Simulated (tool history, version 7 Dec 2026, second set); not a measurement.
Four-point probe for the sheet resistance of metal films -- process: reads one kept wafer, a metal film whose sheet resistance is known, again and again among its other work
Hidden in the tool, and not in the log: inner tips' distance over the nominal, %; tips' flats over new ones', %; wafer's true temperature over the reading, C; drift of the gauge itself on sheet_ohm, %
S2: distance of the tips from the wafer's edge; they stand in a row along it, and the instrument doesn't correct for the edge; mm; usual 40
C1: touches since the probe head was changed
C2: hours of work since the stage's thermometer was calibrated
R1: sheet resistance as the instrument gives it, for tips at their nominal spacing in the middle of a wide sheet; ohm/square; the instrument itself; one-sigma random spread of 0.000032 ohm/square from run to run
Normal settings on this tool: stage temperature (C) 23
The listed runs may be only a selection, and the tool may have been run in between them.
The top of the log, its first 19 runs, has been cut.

Run 20, day 39.917: usual settings; C1 32865; C2 724. Result: R1 0.156988 ohm/square.
Run 21, day 41.388: usual settings; C1 33350; C2 744. Result: R1 0.156997 ohm/square.
At day 41.625: stage's thermometer calibrated.
Run 22, day 42.954: usual settings; C1 33860; C2 18. Result: R1 0.156981 ohm/square.
At day 45.525: stage's thermometer calibrated, once more.
Run 23, day 45.525: usual settings but stage temperature (C) 19, S2 10 mm; C1 34702; C2 0. Result: R1 0.15802 ohm/square.
Run 24, day 46.862: usual settings but stage temperature (C) 18, S2 13 mm; C1 35143; C2 18. Result: R1 0.157685 ohm/square.
Run 25, day 49.496: usual settings but stage temperature (C) 32, S2 14 mm; C1 36012; C2 54. Result: R1 0.157109 ohm/square.
Run 26, day 52: usual settings but S2 6 mm; C1 36838; C2 88. Result: R1 0.159314 ohm/square.
Run 27, day 54.588: usual settings but S2 6 mm; C1 37693; C2 123. Result: R1 0.159287 ohm/square.
Run 28, day 56.738: usual settings but S2 6 mm; C1 38402; C2 153. Result: R1 0.159304 ohm/square.
Run 29, day 59.129: usual settings but S2 10 mm; C1 39191; C2 185. Result: R1 0.157847 ohm/square.
Run 30, day 60.471: usual settings but S2 13 mm; C1 39635; C2 203. Result: R1 0.157472 ohm/square.
Run 31, day 62.396: usual settings but S2 13 mm; C1 40270; C2 230. Result: R1 0.157458 ohm/square.
Run 32, day 64.529: usual settings but S2 13 mm; C1 40974; C2 259. Result: R1 0.157454 ohm/square.
Run 33, day 66.325: usual settings but stage temperature (C) 26; C1 41566; C2 283. Result: R1 0.156907 ohm/square.
Run 34, day 68.092: usual settings but stage temperature (C) 26; C1 42149; C2 307. Result: R1 0.15692 ohm/square.
Run 35, day 69.271: usual settings; C1 42539; C2 323. Result: R1 0.156967 ohm/square.
Run 36, day 71.175: usual settings; C1 43166; C2 349. Result: R1 0.15702 ohm/square.
Run 37, day 73.779: usual settings but stage temperature (C) 22, S2 22 mm; C1 44026; C2 385. Result: R1 0.157161 ohm/square.
Run 38, day 76.046: usual settings but S2 7 mm; C1 44774; C2 415. Result: R1 0.15858 ohm/square.
Run 39, day 77.783: usual settings but S2 7 mm; C1 45348; C2 439. Result: R1 0.15861 ohm/square.
Run 40, day 78.962: usual settings but stage temperature (C) 25; C1 45736; C2 455. Result: R1 0.156809 ohm/square.
Run 41, day 80.788: usual settings but stage temperature (C) 25; C1 46339; C2 480. Result: R1 0.156842 ohm/square.
Run 42, day 83.312: usual settings but stage temperature (C) 25; C1 47173; C2 514. Result: R1 0.156794 ohm/square.
Run 43, day 85.562: usual settings but stage temperature (C) 25, S2 6 mm; C1 47916; C2 545. Result: R1 0.159064 ohm/square.

Alternative continuations, all from the tool just after run 43; predict every row:
Run A, day 87.388: usual settings but stage temperature (C) 29, S2 15 mm; C1 48518; C2 570. Result: R1 ?.
Run B, day 87.388: usual settings but S2 6 mm; C1 48518; C2 570. Result: R1 ?.
Run C, day 87.388: usual settings but stage temperature (C) 25, S2 66 mm; C1 48518; C2 570. Result: R1 ?.
Run D, day 87.388: usual settings but stage temperature (C) 21, S2 13 mm; C1 48518; C2 570. Result: R1 ?.
Run E, day 87.388: usual settings but stage temperature (C) 32, S2 52 mm; C1 48518; C2 570. Result: R1 ?.

run        R1
  A  0.157016
  B  0.159189
  C  0.156785
  D  0.157482
  E  0.156469
Without the tool's unlogged condition, the same runs would have read:
run        R1
  A  0.157756
  B   0.15994
  C  0.157525
  D  0.158226
  E  0.157206
